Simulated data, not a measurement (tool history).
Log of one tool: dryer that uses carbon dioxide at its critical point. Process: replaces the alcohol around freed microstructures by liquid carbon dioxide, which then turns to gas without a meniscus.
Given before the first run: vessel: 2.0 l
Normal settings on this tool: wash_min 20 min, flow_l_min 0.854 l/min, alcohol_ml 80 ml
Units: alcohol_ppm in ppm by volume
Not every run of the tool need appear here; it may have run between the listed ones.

Run 1, hour 0.0: usual settings. Result: alcohol_ppm 60 ppm by volume.
Run 2, hour 64.6: usual settings. Result: alcohol_ppm 73 ppm by volume.
Run 3, hour 114.5: usual settings. Result: alcohol_ppm 79 ppm by volume.
Run 4, hour 160.2: usual settings. Result: alcohol_ppm 75 ppm by volume.
Run 5, hour 210.5: usual settings. Result: alcohol_ppm 90 ppm by volume.
Run 6, hour 271.0: usual settings. Result: alcohol_ppm 97 ppm by volume.
Run 7, hour 318.8: usual settings. Result: alcohol_ppm 100 ppm by volume.
Run 8, hour 354.7: usual settings but alcohol_ml 52 ml. Result: alcohol_ppm 103 ppm by volume.
Run 9, hour 416.6: usual settings but alcohol_ml 108 ml. Result: alcohol_ppm 135 ppm by volume.
Run 10, hour 450.4: usual settings but flow_l_min 0.780 l/min. Result: alcohol_ppm 147 ppm by volume.
Run 11, hour 487.1: usual settings but flow_l_min 0.780 l/min. Result: alcohol_ppm 141 ppm by volume.
Run 12, hour 535.6: usual settings but flow_l_min 0.780 l/min. Result: alcohol_ppm 150 ppm by volume.
Run 13, hour 564.9: usual settings but flow_l_min 0.780 l/min. Result: alcohol_ppm 167 ppm by volume.
At hour 591.1: inlet filter changed.
Run 14, hour 610.5: usual settings but alcohol_ml 106 ml. Result: alcohol_ppm 122 ppm by volume.
Run 15, hour 647.4: usual settings but alcohol_ml 106 ml. Result: alcohol_ppm 128 ppm by volume.
Run 16, hour 699.8: usual settings but wash_min 28 min, flow_l_min 1.007 l/min, alcohol_ml 106 ml. Result: alcohol_ppm 115 ppm by volume.
Run 17, hour 745.8: usual settings but wash_min 24 min, flow_l_min 0.827 l/min, alcohol_ml 106 ml. Result: alcohol_ppm 119 ppm by volume.
Run 18, hour 791.7: usual settings but flow_l_min 0.752 l/min. Result: alcohol_ppm 158 ppm by volume.
Run 19, hour 842.6: usual settings but flow_l_min 0.752 l/min. Result: alcohol_ppm 162 ppm by volume.
Run 20, hour 900.6: usual settings but wash_min 27 min, flow_l_min 0.721 l/min. Result: alcohol_ppm 147 ppm by volume.
Run 21, hour 965.3: usual settings but wash_min 24 min, flow_l_min 0.651 l/min, alcohol_ml 43 ml. Result: alcohol_ppm 167 ppm by volume.
Run 22, hour 1025.3: usual settings but flow_l_min 1.134 l/min, alcohol_ml 28 ml. Result: alcohol_ppm 144 ppm by volume.

Below are 3 alternative next runs, each starting from the tool's condition after run 22. Predict each:
Run A, hour 1065.9: usual settings but flow_l_min 0.814 l/min. Result: alcohol_ppm ?.
Run B, hour 1065.9: usual settings but wash_min 17 min, flow_l_min 0.641 l/min, alcohol_ml 28 ml. Result: alcohol_ppm ?.
Run C, hour 1065.9: usual settings but wash_min 32 min, flow_l_min 0.878 l/min, alcohol_ml 28 ml. Result: alcohol_ppm ?.

run  alcohol_ppm
  A          190
  B          258
  C          140
Had the tool no hidden state, the same runs would have come out as:
run  alcohol_ppm
  A           30
  B           68
  C            0
